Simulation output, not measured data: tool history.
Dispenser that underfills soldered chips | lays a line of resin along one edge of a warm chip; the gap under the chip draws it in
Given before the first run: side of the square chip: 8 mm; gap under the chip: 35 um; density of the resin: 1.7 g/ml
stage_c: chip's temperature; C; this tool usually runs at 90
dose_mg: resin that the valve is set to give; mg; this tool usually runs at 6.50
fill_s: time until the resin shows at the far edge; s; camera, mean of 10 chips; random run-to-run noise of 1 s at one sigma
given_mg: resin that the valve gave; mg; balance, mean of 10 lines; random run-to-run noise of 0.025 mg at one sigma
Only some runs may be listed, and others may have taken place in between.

run 1 hour=0.0 | stage_c=90 dose_mg=6.50 | fill_s=139.8 given_mg=6.37
-- hour=1.0 new syringe of resin
run 2 hour=2.7 | stage_c=90 dose_mg=6.50 | fill_s=99.7 given_mg=6.32
run 3 hour=5.9 | stage_c=90 dose_mg=6.50 | fill_s=108.5 given_mg=6.32
run 4 hour=10.1 | stage_c=76 dose_mg=6.50 | fill_s=214.3 given_mg=6.33
-- hour=13.5 new syringe of resin
run 5 hour=14.5 | stage_c=90 dose_mg=8.19 | fill_s=98.5 given_mg=7.93
-- hour=18.4 dispensing valve cleaned and set on the balance
run 6 hour=20.5 | stage_c=90 dose_mg=8.19 | fill_s=114.8 given_mg=8.12
run 7 hour=23.9 | stage_c=90 dose_mg=8.19 | fill_s=126.4 given_mg=8.20
run 8 hour=26.0 | stage_c=90 dose_mg=6.50 | fill_s=141.6 given_mg=6.45
-- hour=26.9 new syringe of resin
run 9 hour=30.8 | stage_c=90 dose_mg=5.52 | fill_s=108.6 given_mg=5.48
run 10 hour=35.5 | stage_c=80 dose_mg=7.02 | fill_s=177.7 given_mg=6.90

Expected results for the next run?
-- hour=39.1 new syringe of resin
run 11 hour=39.1 | stage_c=98 dose_mg=6.60 | fill_s=? given_mg=?

fill_s: 71.2 s
given_mg: 6.54 mg
Minus the tool's unlogged condition, the same run would have read fill_s 71.2 s, given_mg 6.63 mg.
